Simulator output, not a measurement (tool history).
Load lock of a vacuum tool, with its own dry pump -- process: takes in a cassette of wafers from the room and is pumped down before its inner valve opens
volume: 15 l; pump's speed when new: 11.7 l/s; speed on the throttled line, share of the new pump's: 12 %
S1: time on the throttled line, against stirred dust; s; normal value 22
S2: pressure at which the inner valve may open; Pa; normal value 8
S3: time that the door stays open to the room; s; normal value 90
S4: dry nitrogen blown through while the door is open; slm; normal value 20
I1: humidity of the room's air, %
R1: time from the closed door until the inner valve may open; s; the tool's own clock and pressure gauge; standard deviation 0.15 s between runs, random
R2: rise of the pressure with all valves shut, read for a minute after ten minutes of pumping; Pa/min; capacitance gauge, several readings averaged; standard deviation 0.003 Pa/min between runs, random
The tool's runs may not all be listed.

{"run": 1, "hour": 0.0, "S1": 22, "S2": 8, "S3": 90, "S4": 20, "I1": 42.4, "R1": 32.6, "R2": 0.167}
{"run": 2, "hour": 489.0, "S1": 11, "S2": 8, "S3": 90, "S4": 20, "I1": 45.1, "R1": 23, "R2": 0.18}
{"run": 3, "hour": 1057.5, "S1": 22, "S2": 8, "S3": 90, "S4": 20, "I1": 45.7, "R1": 32.7, "R2": 0.186}
{"run": 4, "hour": 1456.0, "S1": 22, "S2": 8, "S3": 90, "S4": 20, "I1": 40.5, "R1": 33, "R2": 0.195}
{"run": 5, "hour": 1905.9, "S1": 22, "S2": 8, "S3": 90, "S4": 20, "I1": 45.6, "R1": 32.9, "R2": 0.204}
{"run": 6, "hour": 2265.3, "S1": 22, "S2": 8, "S3": 90, "S4": 20, "I1": 45.8, "R1": 32.7, "R2": 0.22}
{"run": 7, "hour": 2654.7, "S1": 22, "S2": 8, "S3": 38, "S4": 20, "I1": 46.6, "R1": 32.6, "R2": 0.209}
{"run": 8, "hour": 3252.3, "S1": 22, "S2": 8, "S3": 38, "S4": 20, "I1": 45.2, "R1": 33.1, "R2": 0.228}
{"hour": 3788.3, "done": "dry pump taken out, an overhauled one fitted"}
{"run": 9, "hour": 3806.0, "S1": 22, "S2": 8, "S3": 38, "S4": 20, "I1": 44.5, "R1": 31.8, "R2": 0.244}
{"run": 10, "hour": 4171.7, "S1": 22, "S2": 8, "S3": 38, "S4": 20, "I1": 44.1, "R1": 31.6, "R2": 0.259}
{"run": 11, "hour": 4599.1, "S1": 22, "S2": 8, "S3": 38, "S4": 20, "I1": 43.4, "R1": 31.8, "R2": 0.265}
{"run": 12, "hour": 4989.8, "S1": 22, "S2": 8, "S3": 90, "S4": 13, "I1": 45.1, "R1": 32, "R2": 0.295}
{"run": 13, "hour": 5620.4, "S1": 22, "S2": 8, "S3": 90, "S4": 13, "I1": 46.3, "R1": 31.8, "R2": 0.32}
{"run": 14, "hour": 6121.5, "S1": 22, "S2": 8, "S3": 90, "S4": 13, "I1": 43.1, "R1": 31.6, "R2": 0.33}
{"run": 15, "hour": 6738.0, "S1": 22, "S2": 8, "S3": 96, "S4": 20, "I1": 42.6, "R1": 32.2, "R2": 0.336}
{"run": 16, "hour": 7215.7, "S1": 22, "S2": 8, "S3": 96, "S4": 20, "I1": 44.4, "R1": 31.8, "R2": 0.363}
{"run": 17, "hour": 7704.6, "S1": 22, "S2": 8, "S3": 90, "S4": 20, "I1": 43.5, "R1": 32.1, "R2": 0.373}
{"run": 18, "hour": 7958.0, "S1": 22, "S2": 8, "S3": 90, "S4": 13, "I1": 47, "R1": 32, "R2": 0.397}
{"run": 19, "hour": 8450.3, "S1": 22, "S2": 8, "S3": 90, "S4": 13, "I1": 42.4, "R1": 32.2, "R2": 0.403}
{"run": 20, "hour": 8710.1, "S1": 22, "S2": 8, "S3": 139, "S4": 20, "I1": 47.2, "R1": 32.3, "R2": 0.422}
{"run": 21, "hour": 9004.0, "S1": 14, "S2": 13, "S3": 63, "S4": 7, "I1": 44.9, "R1": 24.6, "R2": 0.431}
{"run": 22, "hour": 9451.9, "S1": 22, "S2": 12, "S3": 90, "S4": 20, "I1": 42.3, "R1": 31.7, "R2": 0.44}
{"run": 23, "hour": 10052.7, "S1": 13, "S2": 8, "S3": 90, "S4": 20, "I1": 46.7, "R1": 24.4, "R2": 0.459}
{"run": 24, "hour": 10632.9, "S1": 13, "S2": 8, "S3": 55, "S4": 20, "I1": 43.4, "R1": 24.5, "R2": 0.471}
{"run": 25, "hour": 10935.3, "S1": 13, "S2": 8, "S3": 55, "S4": 26, "I1": 47.8, "R1": 24.3, "R2": 0.481}
{"run": 26, "hour": 11341.1, "S1": 30, "S2": 6, "S3": 187, "S4": 4, "I1": 48.3, "R1": 40, "R2": 0.556}
{"run": 27, "hour": 11914.4, "S1": 22, "S2": 8, "S3": 90, "S4": 20, "I1": 45, "R1": 32.4, "R2": 0.515}
{"run": 28, "hour": 12447.3, "S1": 22, "S2": 8, "S3": 90, "S4": 7, "I1": 49.8, "R1": 32.5, "R2": 0.567}
{"run": 29, "hour": 13064.1, "S1": 22, "S2": 8, "S3": 90, "S4": 7, "I1": 44, "R1": 32.7, "R2": 0.587}
{"run": 30, "hour": 13419.4, "S1": 17, "S2": 8, "S3": 32, "S4": 7, "I1": 47.8, "R1": 28.3, "R2": 0.587}
{"run": 31, "hour": 13752.2, "S1": 14, "S2": 7, "S3": 227, "S4": 16, "I1": 43.5, "R1": 25.8, "R2": 0.621}
{"run": 32, "hour": 14202.6, "S1": 31, "S2": 15, "S3": 39, "S4": 12, "I1": 45.5, "R1": 39.8, "R2": 0.626}

What will run 33 give?
{"run": 33, "hour": 14679.2, "S1": 12, "S2": 14, "S3": 27, "S4": 4, "I1": 45.2, "R1": "?", "R2": "?"}

Run 33 measured R1 23.5 s, R2 0.64 Pa/min.
If the tool had no hidden condition, the same run with the same run-to-run variation would have returned R1 22.3 s, R2 0.038 Pa/min.
